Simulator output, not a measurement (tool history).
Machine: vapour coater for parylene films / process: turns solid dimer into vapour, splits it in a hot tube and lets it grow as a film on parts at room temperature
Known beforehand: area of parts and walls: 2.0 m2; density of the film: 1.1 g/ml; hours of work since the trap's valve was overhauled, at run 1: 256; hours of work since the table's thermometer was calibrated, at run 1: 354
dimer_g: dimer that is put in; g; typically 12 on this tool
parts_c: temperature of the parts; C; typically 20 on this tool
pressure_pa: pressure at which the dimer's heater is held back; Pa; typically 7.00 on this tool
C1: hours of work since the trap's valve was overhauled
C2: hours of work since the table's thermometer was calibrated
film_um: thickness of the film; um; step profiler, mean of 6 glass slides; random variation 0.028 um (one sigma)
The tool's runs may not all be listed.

run 1 hour=0.0 | dimer_g=12 parts_c=20 pressure_pa=7.00 | C1=256 C2=354 | film_um=2.27
run 2 hour=41.7 | dimer_g=12 parts_c=20 pressure_pa=7.00 | C1=274 C2=372 | film_um=2.26
run 3 hour=64.5 | dimer_g=19 parts_c=20 pressure_pa=7.00 | C1=283 C2=381 | film_um=3.54
run 4 hour=109.4 | dimer_g=19 parts_c=20 pressure_pa=7.00 | C1=303 C2=401 | film_um=3.51
run 5 hour=131.6 | dimer_g=19 parts_c=20 pressure_pa=7.00 | C1=312 C2=410 | film_um=3.49
run 6 hour=164.6 | dimer_g=19 parts_c=20 pressure_pa=10.72 | C1=326 C2=424 | film_um=3.32
run 7 hour=201.3 | dimer_g=6 parts_c=20 pressure_pa=7.00 | C1=342 C2=440 | film_um=1.09
run 8 hour=231.4 | dimer_g=12 parts_c=24 pressure_pa=7.00 | C1=354 C2=452 | film_um=1.87
run 9 hour=250.6 | dimer_g=12 parts_c=20 pressure_pa=7.00 | C1=363 C2=461 | film_um=2.19
run 10 hour=269.2 | dimer_g=12 parts_c=20 pressure_pa=7.00 | C1=370 C2=469 | film_um=2.20
run 11 hour=307.7 | dimer_g=12 parts_c=20 pressure_pa=7.00 | C1=387 C2=485 | film_um=2.22
run 12 hour=340.7 | dimer_g=12 parts_c=18 pressure_pa=7.00 | C1=401 C2=499 | film_um=2.34
run 13 hour=382.5 | dimer_g=12 parts_c=18 pressure_pa=7.00 | C1=419 C2=517 | film_um=2.39
run 14 hour=412.5 | dimer_g=12 parts_c=18 pressure_pa=7.00 | C1=431 C2=529 | film_um=2.36
run 15 hour=433.9 | dimer_g=12 parts_c=18 pressure_pa=7.00 | C1=440 C2=539 | film_um=2.34
-- hour=441.8 trap's valve overhauled
run 16 hour=479.4 | dimer_g=12 parts_c=20 pressure_pa=7.00 | C1=16 C2=556 | film_um=1.93
run 17 hour=510.9 | dimer_g=12 parts_c=20 pressure_pa=7.00 | C1=29 C2=570 | film_um=1.94
run 18 hour=531.0 | dimer_g=12 parts_c=20 pressure_pa=7.00 | C1=38 C2=578 | film_um=1.92
-- hour=570.6 trap's valve overhauled, once more
run 19 hour=574.0 | dimer_g=12 parts_c=20 pressure_pa=7.00 | C1=1 C2=595 | film_um=2.48
run 20 hour=613.4 | dimer_g=7 parts_c=20 pressure_pa=7.00 | C1=18 C2=612 | film_um=1.42
run 21 hour=657.0 | dimer_g=7 parts_c=20 pressure_pa=7.00 | C1=37 C2=630 | film_um=1.42
run 22 hour=689.0 | dimer_g=7 parts_c=20 pressure_pa=7.00 | C1=50 C2=644 | film_um=1.40
run 23 hour=723.6 | dimer_g=7 parts_c=20 pressure_pa=7.00 | C1=65 C2=658 | film_um=1.37
run 24 hour=755.9 | dimer_g=13 parts_c=20 pressure_pa=7.00 | C1=79 C2=672 | film_um=2.62
run 25 hour=794.5 | dimer_g=14 parts_c=13 pressure_pa=7.05 | C1=95 C2=689 | film_um=3.79
run 26 hour=837.4 | dimer_g=12 parts_c=20 pressure_pa=2.30 | C1=113 C2=707 | film_um=2.67
run 27 hour=860.4 | dimer_g=11 parts_c=13 pressure_pa=2.53 | C1=123 C2=717 | film_um=3.30
run 28 hour=895.9 | dimer_g=11 parts_c=13 pressure_pa=2.53 | C1=138 C2=732 | film_um=3.26
run 29 hour=924.2 | dimer_g=12 parts_c=22 pressure_pa=9.45 | C1=150 C2=744 | film_um=2.05
run 30 hour=969.3 | dimer_g=12 parts_c=22 pressure_pa=9.45 | C1=170 C2=763 | film_um=2.09
run 31 hour=999.3 | dimer_g=12 parts_c=20 pressure_pa=3.75 | C1=182 C2=776 | film_um=2.50
run 32 hour=1044.0 | dimer_g=12 parts_c=20 pressure_pa=5.39 | C1=201 C2=795 | film_um=2.37
run 33 hour=1065.2 | dimer_g=12 parts_c=20 pressure_pa=5.39 | C1=210 C2=804 | film_um=2.42
run 34 hour=1087.1 | dimer_g=17 parts_c=20 pressure_pa=2.20 | C1=220 C2=813 | film_um=3.71
run 35 hour=1126.7 | dimer_g=21 parts_c=20 pressure_pa=2.39 | C1=236 C2=830 | film_um=4.53
run 36 hour=1154.6 | dimer_g=6 parts_c=30 pressure_pa=7.00 | C1=248 C2=842 | film_um=0.80
run 37 hour=1176.6 | dimer_g=19 parts_c=20 pressure_pa=4.29 | C1=258 C2=851 | film_um=3.87
run 38 hour=1201.4 | dimer_g=11 parts_c=21 pressure_pa=6.20 | C1=268 C2=862 | film_um=2.08
run 39 hour=1246.9 | dimer_g=12 parts_c=17 pressure_pa=11.19 | C1=288 C2=881 | film_um=2.49
run 40 hour=1289.7 | dimer_g=8 parts_c=17 pressure_pa=11.19 | C1=306 C2=899 | film_um=1.62
run 41 hour=1320.4 | dimer_g=12 parts_c=28 pressure_pa=2.37 | C1=319 C2=912 | film_um=1.79
run 42 hour=1345.2 | dimer_g=12 parts_c=16 pressure_pa=2.37 | C1=329 C2=923 | film_um=2.95
run 43 hour=1370.0 | dimer_g=18 parts_c=16 pressure_pa=2.37 | C1=340 C2=933 | film_um=4.43
run 44 hour=1401.1 | dimer_g=8 parts_c=16 pressure_pa=6.48 | C1=353 C2=946 | film_um=1.75
run 45 hour=1444.3 | dimer_g=7 parts_c=30 pressure_pa=2.51 | C1=372 C2=965 | film_um=1.00
run 46 hour=1474.4 | dimer_g=12 parts_c=20 pressure_pa=2.70 | C1=384 C2=978 | film_um=2.52
run 47 hour=1503.7 | dimer_g=12 parts_c=20 pressure_pa=2.70 | C1=397 C2=990 | film_um=2.42

Below, some changes in film_um between adjacent runs. For each, the amount present without the hidden state too (settings, incoming material, random variation) and the amount remaining for the hidden state with gauge scatter not shared by both compared results:
Hidden state present: vapour lost through the trap's worn valve, %; true temperature of the parts over the reading, C; drift of the gauge itself on film_um, %.
Run 6 -> 7: dimer_g 19 -> 6, pressure_pa 10.72 -> 7.00. film_um -2.23 um: hidden state +0.21, all else -2.44.
Run 18 -> 19: trap's valve overhauled, once more. film_um +0.56 um: hidden state +0.53, all else +0.03.
Run 35 -> 36: dimer_g 21 -> 6, parts_c 20 -> 30, pressure_pa 2.39 -> 7.00. film_um -3.73 um: hidden state +0.20, all else -3.93.
Run 36 -> 37: dimer_g 6 -> 19, parts_c 30 -> 20, pressure_pa 7.00 -> 4.29. film_um +3.07 um: hidden state -0.19, all else +3.26.
Run 43 -> 44: dimer_g 18 -> 8, pressure_pa 2.37 -> 6.48. film_um -2.68 um: hidden state +0.22, all else -2.90.

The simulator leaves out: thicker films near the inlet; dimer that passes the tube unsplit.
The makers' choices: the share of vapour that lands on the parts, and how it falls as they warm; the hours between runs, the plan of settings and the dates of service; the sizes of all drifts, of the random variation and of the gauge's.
